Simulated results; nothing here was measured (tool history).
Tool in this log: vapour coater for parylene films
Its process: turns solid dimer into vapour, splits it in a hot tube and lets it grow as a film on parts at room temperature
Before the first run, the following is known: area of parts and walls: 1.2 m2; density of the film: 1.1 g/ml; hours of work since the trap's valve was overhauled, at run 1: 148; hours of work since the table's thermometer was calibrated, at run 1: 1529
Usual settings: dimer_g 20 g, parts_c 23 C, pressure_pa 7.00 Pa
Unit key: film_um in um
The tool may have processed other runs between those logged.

run,hour,dimer_g,parts_c,pressure_pa,hours of work since the trap's valve was overhauled,hours of work since the table's thermometer was calibrated,film_um
1,0.0,20,23,7.00,148,1529,8.42
2,32.4,20,23,7.00,176,1556,8.31
# hour 40.2: table's thermometer calibrated
3,84.7,20,23,7.00,219,37,8.15
4,132.6,12,23,7.00,259,78,4.81
5,163.2,12,23,7.00,285,104,4.89
6,218.2,12,23,7.00,331,150,4.81
7,266.0,12,23,7.00,371,190,4.85
8,300.3,20,23,7.00,400,219,8.00
9,346.7,20,23,7.00,439,258,7.94
10,386.4,20,23,7.00,473,291,7.81
11,415.8,9,23,7.00,497,316,3.56
12,449.5,9,15,7.00,526,344,4.64
# hour 470.9: trap's valve overhauled
13,503.0,9,15,7.00,27,386,4.47
14,558.2,9,15,7.00,73,432,4.44
15,604.9,9,15,7.00,113,472,4.40
16,629.1,9,15,7.00,133,492,4.38
# hour 655.8: trap's valve overhauled, once more
17,688.7,19,18,4.11,28,539,10.23
18,739.3,8,16,8.57,70,581,4.03
19,789.4,20,23,11.22,112,624,7.75
20,841.6,20,23,11.22,156,667,7.68
21,884.6,20,23,11.22,192,704,7.66
22,913.2,22,25,7.00,217,728,8.43
23,968.4,17,17,11.59,263,774,7.87
24,994.2,15,30,7.00,285,796,4.80
25,1034.7,15,30,7.00,319,830,4.87
26,1064.8,20,30,2.28,344,855,7.63
27,1113.3,15,27,4.07,385,896,5.81
28,1164.6,20,30,3.56,428,939,7.11
29,1204.8,20,30,3.56,462,973,7.15
30,1241.6,20,27,8.86,493,1004,6.75
31,1278.1,10,20,7.58,523,1035,4.28

Below are 4 alternative next runs, each starting from the tool's condition after run 31. Predict each:
# hour 1300.3: trap's valve overhauled
A,1333.6,10,20,2.13,28,1078,?
# hour 1300.3: trap's valve overhauled
B,1333.6,9,23,2.45,28,1078,?
# hour 1300.3: trap's valve overhauled
C,1333.6,20,30,7.19,28,1078,?
# hour 1300.3: trap's valve overhauled
D,1333.6,20,31,7.00,28,1078,?

run,film_um
A,5.64
B,4.55
C,6.71
D,6.54
What these runs would have given with no unlogged condition in the tool:
run,film_um
A,5.53
B,4.46
C,6.58
D,6.41
